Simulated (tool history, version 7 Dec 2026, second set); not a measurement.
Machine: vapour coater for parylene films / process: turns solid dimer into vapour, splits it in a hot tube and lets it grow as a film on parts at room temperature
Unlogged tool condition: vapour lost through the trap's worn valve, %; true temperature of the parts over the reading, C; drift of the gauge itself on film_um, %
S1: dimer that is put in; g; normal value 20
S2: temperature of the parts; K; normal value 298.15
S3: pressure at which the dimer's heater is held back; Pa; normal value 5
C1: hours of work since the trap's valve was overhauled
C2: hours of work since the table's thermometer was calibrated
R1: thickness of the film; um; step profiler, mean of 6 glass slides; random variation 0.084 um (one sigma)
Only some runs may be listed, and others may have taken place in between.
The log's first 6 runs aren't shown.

run 7 hour=305 | S1=20 S2=298.15 S3=4.22 | C1=175 C2=109 | R1=9.68
run 8 hour=350.9 | S1=20 S2=298.15 S3=4.22 | C1=207 C2=142 | R1=9.53
run 9 hour=410.7 | S1=20 S2=298.15 S3=4.22 | C1=250 C2=185 | R1=9.19
run 10 hour=475.8 | S1=20 S2=298.15 S3=4.22 | C1=297 C2=231 | R1=9.15
-- hour=494.3 trap's valve overhauled
run 11 hour=532.4 | S1=20 S2=298.15 S3=4.22 | C1=27 C2=269 | R1=10.33
run 12 hour=565.4 | S1=15 S2=298.15 S3=5 | C1=51 C2=293 | R1=7.34
run 13 hour=609.3 | S1=20 S2=298.15 S3=9.66 | C1=82 C2=324 | R1=8.53
run 14 hour=639 | S1=8 S2=298.15 S3=9.66 | C1=103 C2=345 | R1=3.43
run 15 hour=701.7 | S1=8 S2=298.15 S3=9.66 | C1=148 C2=390 | R1=3.37
run 16 hour=766.5 | S1=8 S2=298.15 S3=9.66 | C1=195 C2=436 | R1=3.22
run 17 hour=796.1 | S1=8 S2=298.15 S3=9.66 | C1=216 C2=458 | R1=3.24
run 18 hour=837.8 | S1=8 S2=298.15 S3=9.66 | C1=246 C2=487 | R1=3.13
run 19 hour=901.2 | S1=20 S2=298.15 S3=5 | C1=291 C2=533 | R1=8.6
-- hour=927 trap's valve overhauled
run 20 hour=937.9 | S1=20 S2=298.15 S3=5 | C1=8 C2=556 | R1=9.98
run 21 hour=988.7 | S1=20 S2=298.15 S3=5 | C1=44 C2=592 | R1=9.78
run 22 hour=1029.6 | S1=20 S2=303.15 S3=5 | C1=73 C2=622 | R1=7.85
run 23 hour=1079.2 | S1=20 S2=303.15 S3=5 | C1=109 C2=657 | R1=7.75
run 24 hour=1114 | S1=20 S2=303.15 S3=5 | C1=134 C2=682 | R1=7.53
run 25 hour=1156.4 | S1=20 S2=307.15 S3=2.61 | C1=164 C2=712 | R1=7.17

Run 26 is up next; what results do you expect?
run 26 hour=1194.5 | S1=20 S2=298.15 S3=9.58 | C1=191 C2=739 | R1=?

{"run 26": {"R1": 8.04}}
On a tool with no hidden condition, and with the same random variation, this run would have come out at R1 9.1 um.

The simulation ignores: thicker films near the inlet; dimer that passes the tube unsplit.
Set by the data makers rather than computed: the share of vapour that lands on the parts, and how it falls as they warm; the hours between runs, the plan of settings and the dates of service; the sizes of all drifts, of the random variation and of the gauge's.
